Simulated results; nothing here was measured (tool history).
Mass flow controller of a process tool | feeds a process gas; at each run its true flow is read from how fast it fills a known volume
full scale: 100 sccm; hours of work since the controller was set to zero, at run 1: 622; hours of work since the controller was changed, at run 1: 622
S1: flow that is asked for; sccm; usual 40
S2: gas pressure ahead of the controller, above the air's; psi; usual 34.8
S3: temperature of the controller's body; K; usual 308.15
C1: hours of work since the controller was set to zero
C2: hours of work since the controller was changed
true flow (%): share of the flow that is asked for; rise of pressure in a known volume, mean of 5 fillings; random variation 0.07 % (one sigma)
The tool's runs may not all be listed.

{"run": 1, "hour": 0.0, "S1": 40, "S2": 34.8, "S3": 308.15, "C1": 622, "C2": 622, "true flow (%)": 98.27}
{"run": 2, "hour": 98.9, "S1": 40, "S2": 34.8, "S3": 308.15, "C1": 669, "C2": 669, "true flow (%)": 98.15}
{"run": 3, "hour": 235.5, "S1": 40, "S2": 34.8, "S3": 308.15, "C1": 734, "C2": 734, "true flow (%)": 98.15}
{"run": 4, "hour": 333.0, "S1": 40, "S2": 34.8, "S3": 308.15, "C1": 780, "C2": 780, "true flow (%)": 98.27}
{"run": 5, "hour": 450.0, "S1": 40, "S2": 34.8, "S3": 308.15, "C1": 836, "C2": 836, "true flow (%)": 98.2}
{"run": 6, "hour": 553.2, "S1": 40, "S2": 34.8, "S3": 308.15, "C1": 885, "C2": 885, "true flow (%)": 98.36}
{"run": 7, "hour": 673.5, "S1": 40, "S2": 34.8, "S3": 302.15, "C1": 942, "C2": 942, "true flow (%)": 98.99}
{"run": 8, "hour": 783.6, "S1": 40, "S2": 34.8, "S3": 309.15, "C1": 994, "C2": 994, "true flow (%)": 98.14}
{"run": 9, "hour": 938.8, "S1": 22, "S2": 34.8, "S3": 309.15, "C1": 1068, "C2": 1068, "true flow (%)": 97.93}
{"run": 10, "hour": 1069.6, "S1": 22, "S2": 34.8, "S3": 309.15, "C1": 1130, "C2": 1130, "true flow (%)": 98.14}
{"run": 11, "hour": 1205.5, "S1": 22, "S2": 34.8, "S3": 309.15, "C1": 1195, "C2": 1195, "true flow (%)": 98.1}
{"run": 12, "hour": 1357.6, "S1": 40, "S2": 34.8, "S3": 303.15, "C1": 1267, "C2": 1267, "true flow (%)": 98.8}
{"run": 13, "hour": 1490.7, "S1": 13, "S2": 24.2, "S3": 294.15, "C1": 1330, "C2": 1330, "true flow (%)": 99.12}
{"run": 14, "hour": 1605.5, "S1": 40, "S2": 30.3, "S3": 312.15, "C1": 1385, "C2": 1385, "true flow (%)": 97.95}
{"run": 15, "hour": 1743.2, "S1": 40, "S2": 30.3, "S3": 312.15, "C1": 1450, "C2": 1450, "true flow (%)": 97.95}

The same runs without the tool's hidden state, with the same run-to-run variation:
The hidden state here: flow at rest that the sensor doesn't see, % of full scale; true flow over the shown one, %; drift of the gauge itself on true_pct, %.
run=1 true_flow_(%)=98.00
run=2 true_flow_(%)=97.86
run=3 true_flow_(%)=97.84
run=4 true_flow_(%)=97.93
run=5 true_flow_(%)=97.84
run=6 true_flow_(%)=97.97
run=7 true_flow_(%)=98.58
run=8 true_flow_(%)=97.70
run=9 true_flow_(%)=97.30
run=10 true_flow_(%)=97.48
run=11 true_flow_(%)=97.40
run=12 true_flow_(%)=98.24
run=13 true_flow_(%)=98.04
run=14 true_flow_(%)=97.35
run=15 true_flow_(%)=97.32
